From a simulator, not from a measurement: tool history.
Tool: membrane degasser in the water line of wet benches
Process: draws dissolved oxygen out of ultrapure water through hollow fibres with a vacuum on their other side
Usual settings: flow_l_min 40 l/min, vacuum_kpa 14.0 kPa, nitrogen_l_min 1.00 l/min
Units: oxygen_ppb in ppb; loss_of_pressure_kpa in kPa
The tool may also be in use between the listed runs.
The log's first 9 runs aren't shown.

run    hour  flow_l_min  vacuum_kpa  nitrogen_l_min  oxygen_ppb  loss_of_pressure_kpa
 10  1165.7          40        14.0            0.41      1486.8                 48.52
 11  1307.0          40        14.0            0.41      1473.4                 48.40
 12  1488.8          40        11.0            1.00       629.2                 48.66
     1501.3  -- vacuum gauge calibrated
     1587.0  -- seals of the vacuum lines changed
 13  1610.8          40        11.0            1.00       633.3                 48.59
 14  1786.5          40        14.0            1.00       847.8                 48.58
     1915.9  -- vacuum gauge calibrated, once more
 15  1915.9          55        14.0            1.00      1045.8                 67.01
 16  2081.1          40        14.0            1.00       813.6                 48.56
 17  2168.7          40        14.0            1.00       811.9                 48.81
 18  2339.2          32        14.0            0.83       785.6                 39.16
 19  2518.7          39        28.5            1.89      1043.7                 47.94
 20  2606.8          43        24.8            2.13       899.7                 52.57
 21  2716.6          40        20.8            1.00      1252.0                 49.33
 22  2896.0          46        20.8            1.41      1095.8                 56.45
 23  3013.5          46        20.8            1.41      1100.5                 56.68
 24  3120.7          60        24.2            1.00      1952.3                 73.41
 25  3272.0          25        14.0            1.00       559.5                 31.10
 26  3430.3          45        14.0            1.41       706.6                 55.21
 27  3532.7          45        14.0            1.41       705.7                 55.97
 28  3701.4          45        14.0            1.41       695.8                 55.82
 29  3820.9          39        34.1            1.00      1960.4                 48.45
 30  3967.5          39        34.1            1.00      1949.8                 49.02
 31  4058.7          28        34.4            1.04      1544.5                 34.60

3 ways to go on from here, each from the tool as it stands after run 31. What would each give?
  A  4232.5          58        34.4            1.04           ?                     ?
  B  4232.5          28        12.3            2.35           ?                     ?
  C  4232.5          26        14.0            0.93           ?                     ?

run  oxygen_ppb  loss_of_pressure_kpa
  A      2497.3                 71.76
  B       255.7                 34.77
  C       616.7                 32.46
Without the tool's hidden state the same runs would have given:
run  oxygen_ppb  loss_of_pressure_kpa
  A      2477.0                 68.59
  B       247.9                 33.23
  C       603.5                 31.04
